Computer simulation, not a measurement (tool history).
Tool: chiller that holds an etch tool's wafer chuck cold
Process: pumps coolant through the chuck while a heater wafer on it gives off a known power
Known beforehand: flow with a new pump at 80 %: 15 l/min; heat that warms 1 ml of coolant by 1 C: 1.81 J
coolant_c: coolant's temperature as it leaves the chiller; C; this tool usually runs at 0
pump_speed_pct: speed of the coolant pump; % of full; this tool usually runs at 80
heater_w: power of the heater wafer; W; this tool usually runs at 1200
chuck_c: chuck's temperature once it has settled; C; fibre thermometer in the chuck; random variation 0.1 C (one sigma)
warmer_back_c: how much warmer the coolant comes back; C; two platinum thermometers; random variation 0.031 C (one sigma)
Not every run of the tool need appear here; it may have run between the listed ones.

run	hour	coolant_c	pump_speed_pct	heater_w	chuck_c	warmer_back_c
1	0	0	80	1200	8	2.66
2	15	0	80	1200	8.1	2.65
3	41.1	0	80	1200	8.1	2.65
4	73.1	0	80	1200	8.1	2.7
5	102.4	0	80	1200	8	2.72
6	128.6	0	80	1200	8.1	2.65
7	156.8	0	80	1200	8.1	2.66
8	184.5	0	80	1200	8	2.65
9	205	0	80	1200	8.1	2.62
10	223.2	0	80	1200	7.9	2.65
11	242.5	0	80	1200	8.1	2.71
12	262.3	1	80	1664	12.1	3.68
13	283.4	-7	68	1200	2	3.11
14	308.2	-7	85	1200	0.8	2.52
15	339.1	-7	85	1200	0.9	2.55
16	372	-2	80	612	2	1.32
17	405	0	80	1146	7.7	2.55
18	426.9	0	80	1146	7.7	2.54
19	460.8	0	73	779	5.5	1.87
20	481.4	1	72	1200	9.7	2.96
21	499.9	8	70	806	13.8	2.06

Alternative continuations, all from the tool just after run 21; predict every row:
A	525.4	5	95	1548	?	?
B	525.4	7	65	806	?	?
C	525.4	-10	70	806	?	?
D	525.4	2	78	1382	?	?
E	525.4	-5	92	704	?	?

run	chuck_c	warmer_back_c
A	14.5	2.91
B	13.2	2.24
C	-4.1	1.98
D	11.4	3.13
E	-0.6	1.36
What these runs would have given with no unlogged condition in the tool:
run	chuck_c	warmer_back_c
A	14.5	2.91
B	13.2	2.24
C	-4.2	1.98
D	11.4	3.13
E	-0.6	1.36
